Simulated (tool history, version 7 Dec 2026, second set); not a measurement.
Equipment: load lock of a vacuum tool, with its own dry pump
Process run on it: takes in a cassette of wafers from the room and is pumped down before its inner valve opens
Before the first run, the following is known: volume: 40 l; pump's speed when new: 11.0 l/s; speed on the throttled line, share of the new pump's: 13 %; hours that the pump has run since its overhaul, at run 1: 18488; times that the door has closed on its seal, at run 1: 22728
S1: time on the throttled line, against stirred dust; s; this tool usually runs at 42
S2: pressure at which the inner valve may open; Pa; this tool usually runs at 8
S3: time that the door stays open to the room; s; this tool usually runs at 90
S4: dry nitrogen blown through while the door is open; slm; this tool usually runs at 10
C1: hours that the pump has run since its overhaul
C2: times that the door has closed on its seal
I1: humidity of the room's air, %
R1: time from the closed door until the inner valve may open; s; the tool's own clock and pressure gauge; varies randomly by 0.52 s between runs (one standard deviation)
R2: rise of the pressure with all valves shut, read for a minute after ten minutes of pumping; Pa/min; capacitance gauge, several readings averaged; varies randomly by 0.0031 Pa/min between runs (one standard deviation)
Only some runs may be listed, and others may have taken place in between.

run 1 hour=0.0 | S1=42 S2=8 S3=90 S4=10 | C1=18488 C2=22728 | I1=44.7 | R1=77.1 R2=0.288
run 2 hour=672.5 | S1=42 S2=9 S3=90 S4=10 | C1=19160 C2=25426 | I1=43.0 | R1=75.9 R2=0.332
run 3 hour=1018.3 | S1=42 S2=9 S3=90 S4=10 | C1=19506 C2=26814 | I1=44.3 | R1=76.8 R2=0.349
run 4 hour=1649.4 | S1=42 S2=9 S3=90 S4=10 | C1=20137 C2=29346 | I1=41.4 | R1=77.8 R2=0.378
run 5 hour=2079.9 | S1=42 S2=9 S3=90 S4=10 | C1=20567 C2=31074 | I1=45.1 | R1=77.2 R2=0.411
-- hour=2332.8 dry pump taken out, an overhauled one fitted
run 6 hour=2799.0 | S1=42 S2=8 S3=90 S4=10 | C1=466 C2=33935 | I1=43.7 | R1=70.8 R2=0.454
run 7 hour=3370.5 | S1=34 S2=8 S3=90 S4=10 | C1=1038 C2=36228 | I1=44.2 | R1=63.9 R2=0.498
run 8 hour=3665.7 | S1=34 S2=8 S3=90 S4=10 | C1=1333 C2=37413 | I1=44.5 | R1=64.9 R2=0.511
run 9 hour=4121.4 | S1=34 S2=8 S3=90 S4=10 | C1=1789 C2=39242 | I1=43.7 | R1=64.5 R2=0.545
run 10 hour=4438.5 | S1=34 S2=8 S3=90 S4=10 | C1=2106 C2=40514 | I1=47.9 | R1=63.6 R2=0.578
run 11 hour=5095.0 | S1=47 S2=8 S3=90 S4=9 | C1=2762 C2=43148 | I1=41.3 | R1=76.3 R2=0.631
run 12 hour=5561.7 | S1=24 S2=10 S3=214 S4=16 | C1=3229 C2=45021 | I1=43.5 | R1=56.5 R2=0.707
run 13 hour=6016.1 | S1=24 S2=13 S3=37 S4=16 | C1=3683 C2=46844 | I1=42.5 | R1=54.2 R2=0.659
run 14 hour=6420.4 | S1=24 S2=13 S3=37 S4=5 | C1=4088 C2=48467 | I1=43.5 | R1=54.5 R2=0.723
run 15 hour=7080.6 | S1=35 S2=8 S3=37 S4=10 | C1=4748 C2=51116 | I1=43.7 | R1=66.1 R2=0.777

Forecast each of these 5 alternatives for the next run:
-- hour=7228.3 door's seal changed, seat wiped
run A hour=7502.1 | S1=42 S2=8 S3=90 S4=10 | C1=5168 C2=1099 | I1=47.4 | R1=? R2=?
-- hour=7228.3 door's seal changed, seat wiped
run B hour=7502.1 | S1=35 S2=13 S3=136 S4=9 | C1=5168 C2=1099 | I1=43.1 | R1=? R2=?
-- hour=7228.3 door's seal changed, seat wiped
run C hour=7502.1 | S1=42 S2=8 S3=90 S4=10 | C1=5168 C2=1099 | I1=43.7 | R1=? R2=?
-- hour=7228.3 door's seal changed, seat wiped
run D hour=7502.1 | S1=43 S2=10 S3=59 S4=10 | C1=5168 C2=1099 | I1=46.5 | R1=? R2=?
-- hour=7228.3 door's seal changed, seat wiped
run E hour=7502.1 | S1=42 S2=8 S3=94 S4=10 | C1=5168 C2=1099 | I1=44.0 | R1=? R2=?

run=A R1=72.5 R2=0.089
run=B R1=64.5 R2=0.111
run=C R1=71.7 R2=0.079
run=D R1=71.6 R2=0.062
run=E R1=73.7 R2=0.080
Stripped of hidden state, with their random variation kept, the same runs would have yielded:
run=A R1=71.2 R2=0.085
run=B R1=63.3 R2=0.108
run=C R1=70.4 R2=0.075
run=D R1=70.3 R2=0.058
run=E R1=72.4 R2=0.076
